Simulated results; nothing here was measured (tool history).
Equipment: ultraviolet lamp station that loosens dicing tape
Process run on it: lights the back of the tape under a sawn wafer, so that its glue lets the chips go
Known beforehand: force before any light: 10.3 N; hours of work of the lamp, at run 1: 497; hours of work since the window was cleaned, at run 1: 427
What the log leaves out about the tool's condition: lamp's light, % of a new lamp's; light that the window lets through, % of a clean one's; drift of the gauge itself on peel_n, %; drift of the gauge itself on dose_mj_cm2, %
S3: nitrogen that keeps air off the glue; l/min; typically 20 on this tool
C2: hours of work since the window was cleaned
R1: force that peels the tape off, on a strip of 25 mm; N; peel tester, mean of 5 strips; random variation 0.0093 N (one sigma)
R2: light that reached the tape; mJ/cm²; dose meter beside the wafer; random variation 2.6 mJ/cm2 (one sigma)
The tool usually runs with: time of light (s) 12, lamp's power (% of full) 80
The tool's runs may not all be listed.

Run 1, hour 0: usual settings; hours of work of the lamp 497; C2 427. Result: R1 0.643 N, R2 263 mJ/cm².
Run 2, hour 44.7: usual settings; hours of work of the lamp 516; C2 445. Result: R1 0.634 N, R2 262 mJ/cm².
Run 3, hour 87.5: usual settings; hours of work of the lamp 534; C2 463. Result: R1 0.674 N, R2 262 mJ/cm².
Run 4, hour 137.2: usual settings but time of light (s) 7; hours of work of the lamp 554; C2 484. Result: R1 2.087 N, R2 151 mJ/cm².
Run 5, hour 161.5: usual settings but time of light (s) 7; hours of work of the lamp 564; C2 494. Result: R1 2.003 N, R2 149 mJ/cm².
Run 6, hour 202.6: usual settings; hours of work of the lamp 581; C2 511. Result: R1 0.716 N, R2 258 mJ/cm².
Run 7, hour 227.6: usual settings; hours of work of the lamp 592; C2 521. Result: R1 0.708 N, R2 256 mJ/cm².
Run 8, hour 268: usual settings; hours of work of the lamp 609; C2 538. Result: R1 0.733 N, R2 259 mJ/cm².
Run 9, hour 306.7: usual settings; hours of work of the lamp 625; C2 554. Result: R1 0.751 N, R2 255 mJ/cm².
Run 10, hour 338.5: usual settings but time of light (s) 10; hours of work of the lamp 638; C2 567. Result: R1 1.149 N, R2 211 mJ/cm².
At hour 360.3: window cleaned of glue's vapour.
Run 11, hour 381.5: usual settings but lamp's power (% of full) 95; hours of work of the lamp 655; C2 9. Result: R1 0.423 N, R2 327 mJ/cm².
Run 12, hour 426.8: usual settings but lamp's power (% of full) 95; hours of work of the lamp 674; C2 28. Result: R1 0.403 N, R2 318 mJ/cm².
Run 13, hour 461.4: usual settings but time of light (s) 10; hours of work of the lamp 689; C2 42. Result: R1 1.008 N, R2 220 mJ/cm².
Run 14, hour 489.1: usual settings but time of light (s) 10; hours of work of the lamp 700; C2 54. Result: R1 1.052 N, R2 219 mJ/cm².
Run 15, hour 529.6: usual settings; hours of work of the lamp 717; C2 70. Result: R1 0.686 N, R2 260 mJ/cm².
Run 16, hour 564.5: usual settings; hours of work of the lamp 731; C2 85. Result: R1 0.688 N, R2 262 mJ/cm².
Run 17, hour 611.1: usual settings; hours of work of the lamp 751; C2 104. Result: R1 0.688 N, R2 260 mJ/cm².
Run 18, hour 643.2: usual settings but S3 8 l/min; hours of work of the lamp 764; C2 118. Result: R1 1.123 N, R2 260 mJ/cm².
Run 19, hour 666: usual settings but S3 8 l/min; hours of work of the lamp 774; C2 127. Result: R1 1.12 N, R2 249 mJ/cm².
Run 20, hour 690.8: usual settings but S3 8 l/min; hours of work of the lamp 784; C2 137. Result: R1 1.102 N, R2 255 mJ/cm².
Run 21, hour 724: usual settings but time of light (s) 20, S3 14 l/min; hours of work of the lamp 798; C2 151. Result: R1 0.214 N, R2 421 mJ/cm².
Run 22, hour 751.2: usual settings but time of light (s) 20, S3 14 l/min; hours of work of the lamp 809; C2 162. Result: R1 0.219 N, R2 421 mJ/cm².
Run 23, hour 791.9: usual settings but time of light (s) 20, S3 14 l/min; hours of work of the lamp 826; C2 179. Result: R1 0.22 N, R2 419 mJ/cm².
Run 24, hour 835.1: usual settings but time of light (s) 22, lamp's power (% of full) 92, S3 28 l/min; hours of work of the lamp 844; C2 197. Result: R1 0.095 N, R2 521 mJ/cm².
Run 25, hour 884.7: usual settings but lamp's power (% of full) 75, S3 37 l/min; hours of work of the lamp 865; C2 218. Result: R1 0.735 N, R2 231 mJ/cm².
Run 26, hour 916: usual settings but lamp's power (% of full) 75, S3 37 l/min; hours of work of the lamp 878; C2 231. Result: R1 0.778 N, R2 233 mJ/cm².
Run 27, hour 944.1: usual settings but time of light (s) 13, lamp's power (% of full) 75, S3 21 l/min; hours of work of the lamp 889; C2 243. Result: R1 0.751 N, R2 247 mJ/cm².
Run 28, hour 991.7: usual settings but time of light (s) 24, lamp's power (% of full) 92, S3 15 l/min; hours of work of the lamp 909; C2 262. Result: R1 0.109 N, R2 555 mJ/cm².
Run 29, hour 1040.6: usual settings but time of light (s) 24, lamp's power (% of full) 92, S3 15 l/min; hours of work of the lamp 929; C2 283. Result: R1 0.103 N, R2 554 mJ/cm².
Run 30, hour 1080.5: usual settings but time of light (s) 20, S3 23 l/min; hours of work of the lamp 946; C2 299. Result: R1 0.196 N, R2 395 mJ/cm².
Run 31, hour 1121.4: usual settings but time of light (s) 22, lamp's power (% of full) 68, S3 34 l/min; hours of work of the lamp 963; C2 316. Result: R1 0.198 N, R2 363 mJ/cm².
Run 32, hour 1164.9: usual settings but time of light (s) 22, lamp's power (% of full) 86, S3 16 l/min; hours of work of the lamp 981; C2 334. Result: R1 0.162 N, R2 469 mJ/cm².
Run 33, hour 1201.4: usual settings but time of light (s) 22, lamp's power (% of full) 86, S3 16 l/min; hours of work of the lamp 996; C2 349. Result: R1 0.151 N, R2 464 mJ/cm².
Run 34, hour 1224: usual settings but time of light (s) 22, lamp's power (% of full) 62, S3 6 l/min; hours of work of the lamp 1006; C2 359. Result: R1 0.706 N, R2 327 mJ/cm².
Run 35, hour 1274.3: usual settings but time of light (s) 20, lamp's power (% of full) 67, S3 7 l/min; hours of work of the lamp 1026; C2 380. Result: R1 0.712 N, R2 322 mJ/cm².
Run 36, hour 1300.3: usual settings but time of light (s) 10, lamp's power (% of full) 86, S3 7 l/min; hours of work of the lamp 1037; C2 391. Result: R1 1.739 N, R2 205 mJ/cm².
Run 37, hour 1339.4: usual settings but time of light (s) 10, lamp's power (% of full) 86, S3 7 l/min; hours of work of the lamp 1053; C2 407. Result: R1 1.83 N, R2 204 mJ/cm².

Below are 3 alternative next runs, each starting from the tool's condition after run 37. Predict each:
Run A, hour 1362.1: usual settings but time of light (s) 18, lamp's power (% of full) 84, S3 21 l/min; hours of work of the lamp 1063; C2 416. Result: R1 ?, R2 ?.
Run B, hour 1362.1: usual settings but time of light (s) 22; hours of work of the lamp 1063; C2 416. Result: R1 ?, R2 ?.
Run C, hour 1362.1: usual settings but time of light (s) 10, lamp's power (% of full) 90, S3 7 l/min; hours of work of the lamp 1063; C2 416. Result: R1 ?, R2 ?.

run     R1   R2
  A  0.286  355
  B  0.189  413
  C  1.706  210
With the hidden condition removed and each run's random variation left untouched, the same runs would have given:
run     R1   R2
  A  0.115  503
  B  0.089  586
  C   0.83  299
